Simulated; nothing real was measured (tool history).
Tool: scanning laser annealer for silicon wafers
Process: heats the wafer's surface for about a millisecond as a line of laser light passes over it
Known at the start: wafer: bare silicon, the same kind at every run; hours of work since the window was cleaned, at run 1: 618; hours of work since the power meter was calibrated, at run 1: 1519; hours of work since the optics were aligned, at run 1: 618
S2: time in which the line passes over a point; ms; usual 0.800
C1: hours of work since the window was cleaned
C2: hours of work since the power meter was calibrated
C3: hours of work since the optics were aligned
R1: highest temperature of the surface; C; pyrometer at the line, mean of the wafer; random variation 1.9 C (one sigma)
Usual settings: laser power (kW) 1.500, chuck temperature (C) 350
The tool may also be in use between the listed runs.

{"run": 1, "hour": 0.0, "laser power (kW)": 1.5, "S2": 0.8, "chuck temperature (C)": 350, "C1": 618, "C2": 1519, "C3": 618, "R1": 1153}
{"run": 2, "hour": 53.4, "laser power (kW)": 1.5, "S2": 0.8, "chuck temperature (C)": 350, "C1": 643, "C2": 1543, "C3": 643, "R1": 1153}
{"run": 3, "hour": 144.6, "laser power (kW)": 1.5, "S2": 0.8, "chuck temperature (C)": 382, "C1": 686, "C2": 1586, "C3": 686, "R1": 1182}
{"run": 4, "hour": 187.7, "laser power (kW)": 1.5, "S2": 0.8, "chuck temperature (C)": 382, "C1": 706, "C2": 1606, "C3": 706, "R1": 1180}
{"run": 5, "hour": 271.3, "laser power (kW)": 1.5, "S2": 0.8, "chuck temperature (C)": 382, "C1": 744, "C2": 1645, "C3": 744, "R1": 1179}
{"run": 6, "hour": 349.7, "laser power (kW)": 1.5, "S2": 0.8, "chuck temperature (C)": 381, "C1": 781, "C2": 1681, "C3": 781, "R1": 1175}
{"run": 7, "hour": 397.3, "laser power (kW)": 1.5, "S2": 0.8, "chuck temperature (C)": 381, "C1": 803, "C2": 1703, "C3": 803, "R1": 1169}
{"run": 8, "hour": 456.0, "laser power (kW)": 1.488, "S2": 0.8, "chuck temperature (C)": 350, "C1": 830, "C2": 1731, "C3": 830, "R1": 1131}
{"run": 9, "hour": 529.3, "laser power (kW)": 1.488, "S2": 0.8, "chuck temperature (C)": 350, "C1": 864, "C2": 1765, "C3": 864, "R1": 1130}
{"run": 10, "hour": 568.7, "laser power (kW)": 1.605, "S2": 0.987, "chuck temperature (C)": 331, "C1": 883, "C2": 1783, "C3": 883, "R1": 1296}
{"run": 11, "hour": 607.7, "laser power (kW)": 1.605, "S2": 0.987, "chuck temperature (C)": 331, "C1": 901, "C2": 1801, "C3": 901, "R1": 1295}
{"run": 12, "hour": 677.4, "laser power (kW)": 1.5, "S2": 0.93, "chuck temperature (C)": 385, "C1": 933, "C2": 1833, "C3": 933, "R1": 1241}
{"run": 13, "hour": 726.5, "laser power (kW)": 1.35, "S2": 0.585, "chuck temperature (C)": 385, "C1": 956, "C2": 1856, "C3": 956, "R1": 956}
{"hour": 764.5, "done": "window over the wafer cleaned"}
{"run": 14, "hour": 788.9, "laser power (kW)": 1.601, "S2": 0.578, "chuck temperature (C)": 348, "C1": 11, "C2": 1884, "C3": 984, "R1": 1100}
{"run": 15, "hour": 879.3, "laser power (kW)": 1.601, "S2": 0.578, "chuck temperature (C)": 348, "C1": 53, "C2": 1926, "C3": 1026, "R1": 1098}
{"run": 16, "hour": 938.1, "laser power (kW)": 1.601, "S2": 0.578, "chuck temperature (C)": 348, "C1": 81, "C2": 1954, "C3": 1053, "R1": 1097}
{"run": 17, "hour": 1027.6, "laser power (kW)": 1.527, "S2": 0.577, "chuck temperature (C)": 350, "C1": 122, "C2": 1995, "C3": 1095, "R1": 1054}
{"run": 18, "hour": 1094.5, "laser power (kW)": 1.5, "S2": 0.8, "chuck temperature (C)": 323, "C1": 153, "C2": 2026, "C3": 1126, "R1": 1145}

4 ways to go on from here, each from the tool as it stands after run 18. What would each give?
{"run": "A", "hour": 1139.1, "laser power (kW)": 1.5, "S2": 0.8, "chuck temperature (C)": 313, "C1": 174, "C2": 2047, "C3": 1147, "R1": "?"}
{"run": "B", "hour": 1139.1, "laser power (kW)": 1.323, "S2": 0.745, "chuck temperature (C)": 368, "C1": 174, "C2": 2047, "C3": 1147, "R1": "?"}
{"run": "C", "hour": 1139.1, "laser power (kW)": 1.5, "S2": 0.667, "chuck temperature (C)": 323, "C1": 174, "C2": 2047, "C3": 1147, "R1": "?"}
{"run": "D", "hour": 1139.1, "laser power (kW)": 1.5, "S2": 0.8, "chuck temperature (C)": 358, "C1": 174, "C2": 2047, "C3": 1147, "R1": "?"}

run=A R1=1133
run=B R1=1039
run=C R1=1067
run=D R1=1183
Without the tool's hidden state the same runs would have given:
run=A R1=1158
run=B R1=1060
run=C R1=1090
run=D R1=1208
